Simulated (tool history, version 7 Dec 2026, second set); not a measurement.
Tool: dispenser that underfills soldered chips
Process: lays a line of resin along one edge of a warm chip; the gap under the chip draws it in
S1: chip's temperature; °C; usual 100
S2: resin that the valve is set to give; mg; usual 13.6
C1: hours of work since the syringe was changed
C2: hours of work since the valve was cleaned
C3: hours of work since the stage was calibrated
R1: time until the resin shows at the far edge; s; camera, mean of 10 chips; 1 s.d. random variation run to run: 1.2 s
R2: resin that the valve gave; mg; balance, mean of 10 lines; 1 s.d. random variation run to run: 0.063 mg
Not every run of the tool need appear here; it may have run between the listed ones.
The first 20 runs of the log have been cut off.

{"hour": 93.9, "done": "new syringe of resin"}
{"run": 21, "hour": 95.2, "S1": 112, "S2": 13.6, "C1": 1, "C2": 20, "C3": 240, "R1": 79.7, "R2": 13.45}
{"run": 22, "hour": 101.4, "S1": 104, "S2": 12.3, "C1": 5, "C2": 24, "C3": 244, "R1": 130.9, "R2": 12.01}
{"hour": 102.2, "done": "new syringe of resin"}
{"run": 23, "hour": 106.7, "S1": 99, "S2": 14.2, "C1": 3, "C2": 28, "C3": 247, "R1": 142.4, "R2": 13.9}
{"hour": 110.5, "done": "new syringe of resin"}
{"run": 24, "hour": 112.5, "S1": 99, "S2": 14.2, "C1": 1, "C2": 31, "C3": 251, "R1": 134, "R2": 13.82}
{"hour": 118.5, "done": "new syringe of resin"}
{"run": 25, "hour": 118.5, "S1": 99, "S2": 14.2, "C1": 0, "C2": 35, "C3": 254, "R1": 125.2, "R2": 13.77}
{"run": 26, "hour": 124.1, "S1": 99, "S2": 14.2, "C1": 4, "C2": 39, "C3": 258, "R1": 146.9, "R2": 13.73}
{"hour": 127.0, "done": "new syringe of resin"}
{"run": 27, "hour": 131.3, "S1": 113, "S2": 13.3, "C1": 3, "C2": 43, "C3": 263, "R1": 84.8, "R2": 12.77}
{"hour": 135.3, "done": "new syringe of resin"}
{"run": 28, "hour": 135.6, "S1": 113, "S2": 15.7, "C1": 0, "C2": 46, "C3": 265, "R1": 73.7, "R2": 15.09}
{"run": 29, "hour": 142.4, "S1": 113, "S2": 15.7, "C1": 5, "C2": 50, "C3": 270, "R1": 88.6, "R2": 14.98}
{"hour": 143.3, "done": "new syringe of resin"}
{"run": 30, "hour": 147.7, "S1": 100, "S2": 15.7, "C1": 3, "C2": 54, "C3": 273, "R1": 137.5, "R2": 14.92}
{"hour": 151.4, "done": "new syringe of resin"}
{"run": 31, "hour": 152.2, "S1": 115, "S2": 16.8, "C1": 1, "C2": 56, "C3": 276, "R1": 69.8, "R2": 15.89}
{"run": 32, "hour": 156.9, "S1": 89, "S2": 14.9, "C1": 4, "C2": 60, "C3": 279, "R1": 225.9, "R2": 14.06}
{"hour": 159.5, "done": "new syringe of resin"}
{"run": 33, "hour": 161.0, "S1": 89, "S2": 14.9, "C1": 1, "C2": 62, "C3": 281, "R1": 205.8, "R2": 14.02}
{"hour": 167.6, "done": "new syringe of resin"}
{"run": 34, "hour": 167.6, "S1": 89, "S2": 14.9, "C1": 0, "C2": 66, "C3": 285, "R1": 194.3, "R2": 14.08}
{"run": 35, "hour": 171.5, "S1": 91, "S2": 12.6, "C1": 3, "C2": 69, "C3": 288, "R1": 201.9, "R2": 11.83}

3 ways to go on from here, each from the tool as it stands after run 35. What would each give?
{"hour": 175.7, "done": "new syringe of resin"}
{"run": "A", "hour": 177.0, "S1": 91, "S2": 12.6, "C1": 1, "C2": 72, "C3": 291, "R1": "?", "R2": "?"}
{"hour": 175.7, "done": "new syringe of resin"}
{"run": "B", "hour": 177.0, "S1": 86, "S2": 16.5, "C1": 1, "C2": 72, "C3": 291, "R1": "?", "R2": "?"}
{"hour": 175.7, "done": "new syringe of resin"}
{"run": "C", "hour": 177.0, "S1": 107, "S2": 13.2, "C1": 1, "C2": 72, "C3": 291, "R1": "?", "R2": "?"}

run=A R1=190.9 R2=11.76
run=B R1=226.8 R2=15.38
run=C R1=99.2 R2=12.33
With the hidden condition removed and each run's random variation left untouched, the same runs would have given:
run=A R1=173.1 R2=12.58
run=B R1=207.6 R2=16.46
run=C R1=90.6 R2=13.19

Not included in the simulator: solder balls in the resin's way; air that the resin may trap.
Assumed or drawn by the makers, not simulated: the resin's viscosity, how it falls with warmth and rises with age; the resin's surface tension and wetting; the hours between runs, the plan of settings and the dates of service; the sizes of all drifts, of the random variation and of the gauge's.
